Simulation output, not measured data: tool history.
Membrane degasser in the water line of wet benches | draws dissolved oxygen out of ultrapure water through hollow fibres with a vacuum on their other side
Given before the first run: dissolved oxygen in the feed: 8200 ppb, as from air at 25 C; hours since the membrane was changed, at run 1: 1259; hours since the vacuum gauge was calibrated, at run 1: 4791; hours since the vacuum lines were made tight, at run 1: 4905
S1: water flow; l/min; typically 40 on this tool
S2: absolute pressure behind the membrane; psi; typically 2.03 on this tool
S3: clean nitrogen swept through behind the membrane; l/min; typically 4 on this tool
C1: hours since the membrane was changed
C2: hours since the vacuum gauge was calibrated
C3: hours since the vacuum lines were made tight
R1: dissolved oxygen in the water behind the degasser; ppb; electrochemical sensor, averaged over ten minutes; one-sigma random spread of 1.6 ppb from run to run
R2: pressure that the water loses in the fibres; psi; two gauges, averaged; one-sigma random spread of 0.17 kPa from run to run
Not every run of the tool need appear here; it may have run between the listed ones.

Run 1, hour 0: usual settings; C1 1259; C2 4791; C3 4905. Result: R1 279.8 ppb, R2 4.145 psi.
Run 2, hour 65.4: usual settings but S2 2.16 psi; C1 1324; C2 4857; C3 4970. Result: R1 300.1 ppb, R2 4.11 psi.
Run 3, hour 197.8: usual settings but S2 2.16 psi; C1 1457; C2 4989; C3 5103. Result: R1 305.6 ppb, R2 4.087 psi.
Run 4, hour 289.1: usual settings but S2 2.16 psi; C1 1548; C2 5080; C3 5194. Result: R1 304.1 ppb, R2 4.081 psi.
Run 5, hour 358.1: usual settings but S2 2.16 psi; C1 1617; C2 5149; C3 5263. Result: R1 307.1 ppb, R2 4.134 psi.
Run 6, hour 456.1: usual settings but S2 2.16 psi; C1 1715; C2 5247; C3 5361. Result: R1 303.1 ppb, R2 4.123 psi.
Run 7, hour 559.2: usual settings but S2 2.16 psi; C1 1818; C2 5351; C3 5464. Result: R1 307.2 ppb, R2 4.144 psi.
At hour 585.1: seals of the vacuum lines changed.
Run 8, hour 692.2: usual settings but S2 2.16 psi; C1 1949; C2 5482; C3 107. Result: R1 298.9 ppb, R2 4.11 psi.
Run 9, hour 790.9: usual settings but S2 2.16 psi; C1 2048; C2 5580; C3 206. Result: R1 301.4 ppb, R2 4.118 psi.
Run 10, hour 853.7: usual settings but S1 54 l/min; C1 2110; C2 5643; C3 269. Result: R1 397.7 ppb, R2 5.588 psi.
At hour 915.3: vacuum gauge calibrated.
Run 11, hour 915.5: usual settings but S1 54 l/min; C1 2172; C2 0; C3 330. Result: R1 397.5 ppb, R2 5.588 psi.
Run 12, hour 984.6: usual settings but S1 54 l/min; C1 2241; C2 69; C3 399. Result: R1 403.1 ppb, R2 5.597 psi.
Run 13, hour 1093.5: usual settings; C1 2350; C2 178; C3 508. Result: R1 284.8 ppb, R2 4.209 psi.
Run 14, hour 1175.5: usual settings; C1 2432; C2 260; C3 590. Result: R1 285.4 ppb, R2 4.206 psi.
Run 15, hour 1287.1: usual settings; C1 2543; C2 372; C3 701. Result: R1 290.8 ppb, R2 4.206 psi.
Run 16, hour 1415.8: usual settings but S3 1.87 l/min; C1 2672; C2 501; C3 830. Result: R1 533.2 ppb, R2 4.167 psi.
At hour 1508.8: vacuum gauge calibrated, once more.
Run 17, hour 1542.9: usual settings but S1 39 l/min, S3 1.87 l/min; C1 2799; C2 34; C3 957. Result: R1 494.1 ppb, R2 4.08 psi.
Run 18, hour 1640.7: usual settings but S1 39 l/min, S3 1.87 l/min; C1 2896; C2 132; C3 1055. Result: R1 497.9 ppb, R2 4.058 psi.
Run 19, hour 1703.5: usual settings but S1 39 l/min, S3 1.87 l/min; C1 2959; C2 195; C3 1117. Result: R1 500.3 ppb, R2 4.132 psi.
Run 20, hour 1807.2: usual settings but S1 39 l/min, S2 4.15 psi, S3 3.78 l/min; C1 3063; C2 298; C3 1221. Result: R1 599.4 ppb, R2 4.106 psi.
Run 21, hour 1931: usual settings but S1 54 l/min, S2 4.15 psi, S3 3.78 l/min; C1 3187; C2 422; C3 1345. Result: R1 821.3 ppb, R2 5.68 psi.
Run 22, hour 2001.4: usual settings but S1 46 l/min, S2 2.8 psi, S3 1.9 l/min; C1 3257; C2 493; C3 1415. Result: R1 829.9 ppb, R2 4.828 psi.
Run 23, hour 2070.3: usual settings but S1 46 l/min, S2 2.8 psi, S3 1.9 l/min; C1 3326; C2 561; C3 1484. Result: R1 813 ppb, R2 4.854 psi.
Run 24, hour 2189.1: usual settings but S1 36 l/min, S2 2.34 psi, S3 5.54 l/min; C1 3445; C2 680; C3 1603. Result: R1 219.7 ppb, R2 3.788 psi.
Run 25, hour 2313: usual settings but S1 43 l/min, S2 2.71 psi, S3 6.49 l/min; C1 3569; C2 804; C3 1727. Result: R1 274.8 ppb, R2 4.528 psi.
Run 26, hour 2434.9: usual settings but S1 60 l/min, S2 4.29 psi; C1 3691; C2 926; C3 1849. Result: R1 911.1 ppb, R2 6.35 psi.
Run 27, hour 2522.4: usual settings but S2 1.65 psi, S3 3.97 l/min; C1 3778; C2 1014; C3 1936. Result: R1 224.1 ppb, R2 4.263 psi.
Run 28, hour 2637.6: usual settings but S1 42 l/min, S2 4.66 psi, S3 1.66 l/min; C1 3893; C2 1129; C3 2051. Result: R1 1380.5 ppb, R2 4.467 psi.
Run 29, hour 2768.9: usual settings but S1 42 l/min, S2 4.66 psi, S3 1.66 l/min; C1 4025; C2 1260; C3 2183. Result: R1 1384.7 ppb, R2 4.457 psi.
Run 30, hour 2874.6: usual settings but S1 44 l/min, S2 1.62 psi, S3 7.82 l/min; C1 4130; C2 1366; C3 2288. Result: R1 148.1 ppb, R2 4.689 psi.
Run 31, hour 3002.8: usual settings but S2 1.33 psi, S3 2.8 l/min; C1 4259; C2 1494; C3 2417. Result: R1 229.5 ppb, R2 4.268 psi.

Hidden state or all else? Some run-to-run changes of R1, split into what the settings, what came in and random variation would give without the hidden state, and what is left for the hidden state (with any gauge scatter that isn't in both results):
What the log doesn't record here: membrane still open, %; true pressure behind the membrane over the reading, kPa; air that leaks in behind the membrane, l/min; drift of the gauge itself on oxygen_ppb, %; drift of the gauge itself on loss_of_pressure_kpa, %.
Run 15 -> 16: S3 4 -> 1.87. R1 +242.4 ppb: hidden state +13.1, all else +229.3.
Run 16 -> 17: S1 40 -> 39, vacuum gauge calibrated, once more. R1 -39.1 ppb: hidden state -25.8, all else -13.3.
Run 25 -> 26: S1 43 -> 60, S2 2.71 -> 4.29, S3 6.49 -> 4. R1 +636.3 ppb: hidden state +11.5, all else +624.8.
Run 26 -> 27: S1 60 -> 40, S2 4.29 -> 1.65, S3 4 -> 3.97. R1 -687 ppb: hidden state -11.2, all else -675.8.
Run 27 -> 28: S1 40 -> 42, S2 1.65 -> 4.66, S3 3.97 -> 1.66. R1 +1156.4 ppb: hidden state +4.7, all else +1151.7.
Run 29 -> 30: S1 42 -> 44, S2 4.66 -> 1.62, S3 1.66 -> 7.82. R1 -1236.6 ppb: hidden state -3.3, all else -1233.3.

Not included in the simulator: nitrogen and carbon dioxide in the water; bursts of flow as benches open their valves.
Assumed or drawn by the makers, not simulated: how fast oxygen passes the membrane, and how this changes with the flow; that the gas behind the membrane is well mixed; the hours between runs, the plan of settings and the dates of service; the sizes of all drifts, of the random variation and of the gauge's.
